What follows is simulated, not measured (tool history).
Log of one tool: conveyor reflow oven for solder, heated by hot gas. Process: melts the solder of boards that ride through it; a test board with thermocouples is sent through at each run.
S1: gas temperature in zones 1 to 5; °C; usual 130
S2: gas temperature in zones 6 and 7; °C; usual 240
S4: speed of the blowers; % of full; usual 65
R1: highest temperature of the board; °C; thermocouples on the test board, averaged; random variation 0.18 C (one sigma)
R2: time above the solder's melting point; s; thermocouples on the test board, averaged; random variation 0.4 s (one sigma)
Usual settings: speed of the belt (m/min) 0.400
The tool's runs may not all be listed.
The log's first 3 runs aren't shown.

Run 4, day 3.875: usual settings but speed of the belt (m/min) 0.326. Result: R1 231.3 °C, R2 128.3 s.
Run 5, day 4.838: usual settings but speed of the belt (m/min) 0.326. Result: R1 231.5 °C, R2 128.1 s.
Run 6, day 6.242: usual settings. Result: R1 225.6 °C, R2 98.4 s.
Run 7, day 7.571: usual settings but S2 250 °C. Result: R1 234.6 °C, R2 107.2 s.
Run 8, day 8.500: usual settings. Result: R1 225.4 °C, R2 97.6 s.
At day 9.250: belt drive overhauled, speed set with a stopwatch.
Run 9, day 9.938: usual settings but S4 53 % of full. Result: R1 222.6 °C, R2 96.9 s.
Run 10, day 11.096: usual settings. Result: R1 225.5 °C, R2 100.1 s.
Run 11, day 12.125: usual settings but S4 55 % of full. Result: R1 223.3 °C, R2 97.0 s.
At day 12.875: flux residue cleaned out of gas plates and filters.
Run 12, day 12.967: usual settings but S4 55 % of full. Result: R1 225.2 °C, R2 98.8 s.
Run 13, day 14.021: usual settings but S2 254 °C. Result: R1 240.4 °C, R2 112.8 s.
Run 14, day 14.658: usual settings but S2 254 °C. Result: R1 240.8 °C, R2 113.4 s.
Run 15, day 15.542: usual settings but S4 55 % of full. Result: R1 224.9 °C, R2 99.1 s.
At day 16.338: belt drive overhauled, speed set with a stopwatch, once more.
Run 16, day 16.904: usual settings but S4 55 % of full. Result: R1 223.8 °C, R2 93.4 s.
Run 17, day 18.192: usual settings but S4 55 % of full. Result: R1 223.5 °C, R2 93.1 s.
Run 18, day 18.896: usual settings but S1 127 °C, speed of the belt (m/min) 0.462, S4 72 % of full. Result: R1 222.5 °C, R2 78.2 s.
Run 19, day 20.192: usual settings but S1 118 °C, S2 254 °C, speed of the belt (m/min) 0.467, S4 52 % of full. Result: R1 225.8 °C, R2 76.7 s.
Run 20, day 20.800: usual settings but S1 118 °C, S2 254 °C, speed of the belt (m/min) 0.467, S4 52 % of full. Result: R1 225.7 °C, R2 75.9 s.

Run 21 comes next. What will it give?
Run 21, day 22.179: usual settings but S1 139 °C, S2 254 °C, speed of the belt (m/min) 0.420, S4 52 % of full. Result: R1 ?, R2 ?.

R1: 234.8 °C
R2: 104.2 s
Without the tool's hidden state the same run would have given R1 234.6 °C, R2 103.5 s.

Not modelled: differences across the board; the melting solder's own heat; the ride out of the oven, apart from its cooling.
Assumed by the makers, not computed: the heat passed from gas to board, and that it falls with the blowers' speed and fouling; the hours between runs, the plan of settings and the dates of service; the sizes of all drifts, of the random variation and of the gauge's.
